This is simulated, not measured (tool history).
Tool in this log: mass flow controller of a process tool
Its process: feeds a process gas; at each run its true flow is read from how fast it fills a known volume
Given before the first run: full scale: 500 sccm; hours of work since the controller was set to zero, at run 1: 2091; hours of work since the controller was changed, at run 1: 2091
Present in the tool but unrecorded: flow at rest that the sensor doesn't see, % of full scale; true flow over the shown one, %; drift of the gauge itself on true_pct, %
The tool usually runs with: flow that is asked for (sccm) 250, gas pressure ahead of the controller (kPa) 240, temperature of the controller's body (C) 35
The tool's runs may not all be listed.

run	hour	flow that is asked for (sccm)	gas pressure ahead of the controller (kPa)	temperature of the controller's body (C)	hours of work since the controller was set to zero	hours of work since the controller was changed	true flow (%)
1	0.0	250	240	35	2091	2091	98.04
2	431.2	250	240	35	2224	2224	98.33
3	864.9	250	240	29	2358	2358	99.10
4	1231.7	250	240	35	2471	2471	98.73
5	1411.1	250	240	35	2526	2526	98.66
6	1615.7	250	240	35	2590	2590	98.92
7	1982.7	250	240	35	2703	2703	99.14
8	2427.9	250	240	35	2840	2840	99.36
9	2728.7	250	240	35	2933	2933	99.31
10	3059.0	183	245	29	3035	3035	99.91
11	3466.7	250	175	30	3161	3161	100.66
12	3820.6	250	175	30	3270	3270	100.81
13	4171.7	167	232	23	3378	3378	101.09
# hour 4552.3: gauge calibrated
14	4594.1	142	264	31	3509	3509	97.89

Forecast run 15:
15	4815.5	142	140	22	3577	3577	?

For run 15 the tool returned true flow (%) 99.30.
Take away the tool's hidden state, keep the run-to-run variation as it was, and the same run would have given true flow (%) 99.13.

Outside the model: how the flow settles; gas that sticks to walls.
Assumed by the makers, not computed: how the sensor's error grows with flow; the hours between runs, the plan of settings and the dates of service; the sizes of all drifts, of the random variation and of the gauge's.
